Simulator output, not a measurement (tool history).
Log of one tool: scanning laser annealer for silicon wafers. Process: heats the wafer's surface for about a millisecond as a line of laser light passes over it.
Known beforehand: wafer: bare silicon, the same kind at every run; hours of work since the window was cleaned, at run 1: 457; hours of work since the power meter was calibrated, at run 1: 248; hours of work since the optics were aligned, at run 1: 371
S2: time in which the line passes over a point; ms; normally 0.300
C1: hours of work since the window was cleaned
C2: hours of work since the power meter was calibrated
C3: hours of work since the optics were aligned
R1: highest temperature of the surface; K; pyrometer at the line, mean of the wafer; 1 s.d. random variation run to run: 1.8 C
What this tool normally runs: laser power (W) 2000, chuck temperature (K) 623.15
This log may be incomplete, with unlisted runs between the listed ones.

run 1 day=0.000 | laser_power_(W)=2000 S2=0.300 chuck_temperature_(K)=623.15 | C1=457 C2=248 C3=371 | R1=1294.15
run 2 day=0.821 | laser_power_(W)=2000 S2=0.300 chuck_temperature_(K)=623.15 | C1=471 C2=263 C3=386 | R1=1294.15
run 3 day=1.596 | laser_power_(W)=2000 S2=0.300 chuck_temperature_(K)=623.15 | C1=485 C2=277 C3=400 | R1=1291.15
run 4 day=2.233 | laser_power_(W)=2000 S2=0.300 chuck_temperature_(K)=623.15 | C1=497 C2=288 C3=411 | R1=1293.15
run 5 day=2.792 | laser_power_(W)=2000 S2=0.300 chuck_temperature_(K)=623.15 | C1=507 C2=298 C3=421 | R1=1290.15
run 6 day=3.442 | laser_power_(W)=2000 S2=0.300 chuck_temperature_(K)=624.15 | C1=519 C2=310 C3=433 | R1=1292.15
run 7 day=3.908 | laser_power_(W)=2000 S2=0.300 chuck_temperature_(K)=624.15 | C1=527 C2=319 C3=442 | R1=1288.15
-- day=4.483 window over the wafer cleaned
run 8 day=4.621 | laser_power_(W)=2000 S2=0.300 chuck_temperature_(K)=651.15 | C1=2 C2=330 C3=453 | R1=1359.15
run 9 day=5.350 | laser_power_(W)=2000 S2=0.300 chuck_temperature_(K)=651.15 | C1=16 C2=343 C3=466 | R1=1354.15
run 10 day=5.712 | laser_power_(W)=2000 S2=0.300 chuck_temperature_(K)=623.15 | C1=22 C2=350 C3=473 | R1=1330.15
run 11 day=6.204 | laser_power_(W)=2000 S2=0.300 chuck_temperature_(K)=623.15 | C1=31 C2=359 C3=481 | R1=1330.15
run 12 day=6.821 | laser_power_(W)=2000 S2=0.300 chuck_temperature_(K)=623.15 | C1=42 C2=370 C3=493 | R1=1330.15
run 13 day=7.433 | laser_power_(W)=2000 S2=0.300 chuck_temperature_(K)=623.15 | C1=53 C2=381 C3=504 | R1=1327.15
run 14 day=7.833 | laser_power_(W)=2000 S2=0.300 chuck_temperature_(K)=645.15 | C1=61 C2=388 C3=511 | R1=1353.15
run 15 day=8.571 | laser_power_(W)=2000 S2=0.300 chuck_temperature_(K)=645.15 | C1=74 C2=401 C3=524 | R1=1348.15
run 16 day=8.975 | laser_power_(W)=2000 S2=0.300 chuck_temperature_(K)=645.15 | C1=81 C2=409 C3=532 | R1=1349.15
run 17 day=9.708 | laser_power_(W)=2000 S2=0.213 chuck_temperature_(K)=623.15 | C1=94 C2=422 C3=545 | R1=1211.15
run 18 day=10.296 | laser_power_(W)=2000 S2=0.300 chuck_temperature_(K)=623.15 | C1=105 C2=432 C3=555 | R1=1319.15
run 19 day=11.125 | laser_power_(W)=1998 S2=0.300 chuck_temperature_(K)=623.15 | C1=120 C2=447 C3=570 | R1=1319.15
run 20 day=11.621 | laser_power_(W)=2000 S2=0.300 chuck_temperature_(K)=623.15 | C1=129 C2=456 C3=579 | R1=1317.15
run 21 day=12.483 | laser_power_(W)=2000 S2=0.300 chuck_temperature_(K)=623.15 | C1=144 C2=472 C3=595 | R1=1318.15
run 22 day=13.175 | laser_power_(W)=2157 S2=0.284 chuck_temperature_(K)=632.15 | C1=157 C2=484 C3=607 | R1=1361.15
run 23 day=13.600 | laser_power_(W)=1968 S2=0.285 chuck_temperature_(K)=637.15 | C1=165 C2=492 C3=615 | R1=1298.15
run 24 day=14.117 | laser_power_(W)=1968 S2=0.240 chuck_temperature_(K)=637.15 | C1=174 C2=501 C3=624 | R1=1248.15
run 25 day=14.942 | laser_power_(W)=1893 S2=0.360 chuck_temperature_(K)=633.15 | C1=189 C2=516 C3=639 | R1=1349.15
run 26 day=15.825 | laser_power_(W)=1935 S2=0.317 chuck_temperature_(K)=662.15 | C1=205 C2=532 C3=655 | R1=1346.15
run 27 day=16.600 | laser_power_(W)=1935 S2=0.317 chuck_temperature_(K)=662.15 | C1=219 C2=546 C3=669 | R1=1342.15
run 28 day=17.454 | laser_power_(W)=1875 S2=0.317 chuck_temperature_(K)=609.15 | C1=234 C2=562 C3=685 | R1=1269.15
run 29 day=17.825 | laser_power_(W)=2000 S2=0.215 chuck_temperature_(K)=619.15 | C1=241 C2=568 C3=691 | R1=1196.15
run 30 day=18.308 | laser_power_(W)=2044 S2=0.272 chuck_temperature_(K)=600.15 | C1=250 C2=577 C3=700 | R1=1269.15
run 31 day=18.917 | laser_power_(W)=2000 S2=0.258 chuck_temperature_(K)=623.15 | C1=261 C2=588 C3=711 | R1=1256.15
run 32 day=19.488 | laser_power_(W)=2023 S2=0.260 chuck_temperature_(K)=639.15 | C1=271 C2=598 C3=721 | R1=1281.15
run 33 day=20.304 | laser_power_(W)=1749 S2=0.274 chuck_temperature_(K)=639.15 | C1=286 C2=613 C3=736 | R1=1207.15
run 34 day=20.800 | laser_power_(W)=2000 S2=0.355 chuck_temperature_(K)=607.15 | C1=295 C2=622 C3=745 | R1=1349.15
-- day=21.058 optics aligned, line set to its width
run 35 day=21.862 | laser_power_(W)=2000 S2=0.300 chuck_temperature_(K)=644.15 | C1=310 C2=637 C3=15 | R1=1330.15
run 36 day=22.575 | laser_power_(W)=2000 S2=0.300 chuck_temperature_(K)=644.15 | C1=323 C2=650 C3=27 | R1=1333.15
run 37 day=23.067 | laser_power_(W)=1885 S2=0.271 chuck_temperature_(K)=623.15 | C1=332 C2=659 C3=36 | R1=1236.15
run 38 day=23.800 | laser_power_(W)=2000 S2=0.233 chuck_temperature_(K)=591.15 | C1=345 C2=672 C3=49 | R1=1193.15
run 39 day=24.546 | laser_power_(W)=2002 S2=0.259 chuck_temperature_(K)=593.15 | C1=358 C2=686 C3=63 | R1=1224.15
run 40 day=25.429 | laser_power_(W)=1790 S2=0.307 chuck_temperature_(K)=593.15 | C1=374 C2=702 C3=79 | R1=1207.15
run 41 day=25.854 | laser_power_(W)=1837 S2=0.375 chuck_temperature_(K)=593.15 | C1=382 C2=710 C3=87 | R1=1287.15

4 options for the next run, each taken on its own from the tool as it stands now. Forecast them:
run A day=26.517 | laser_power_(W)=1914 S2=0.291 chuck_temperature_(K)=618.15 | C1=394 C2=721 C3=99 | R1=?
run B day=26.517 | laser_power_(W)=2000 S2=0.300 chuck_temperature_(K)=599.15 | C1=394 C2=721 C3=99 | R1=?
run C day=26.517 | laser_power_(W)=1837 S2=0.375 chuck_temperature_(K)=655.15 | C1=394 C2=721 C3=99 | R1=?
run D day=26.517 | laser_power_(W)=2000 S2=0.267 chuck_temperature_(K)=591.15 | C1=394 C2=721 C3=99 | R1=?

run=A R1=1258.15
run=B R1=1283.15
run=C R1=1355.15
run=D R1=1234.15
Had the tool no hidden state, the same runs would have come out as:
run=A R1=1286.15
run=B R1=1312.15
run=C R1=1386.15
run=D R1=1262.15

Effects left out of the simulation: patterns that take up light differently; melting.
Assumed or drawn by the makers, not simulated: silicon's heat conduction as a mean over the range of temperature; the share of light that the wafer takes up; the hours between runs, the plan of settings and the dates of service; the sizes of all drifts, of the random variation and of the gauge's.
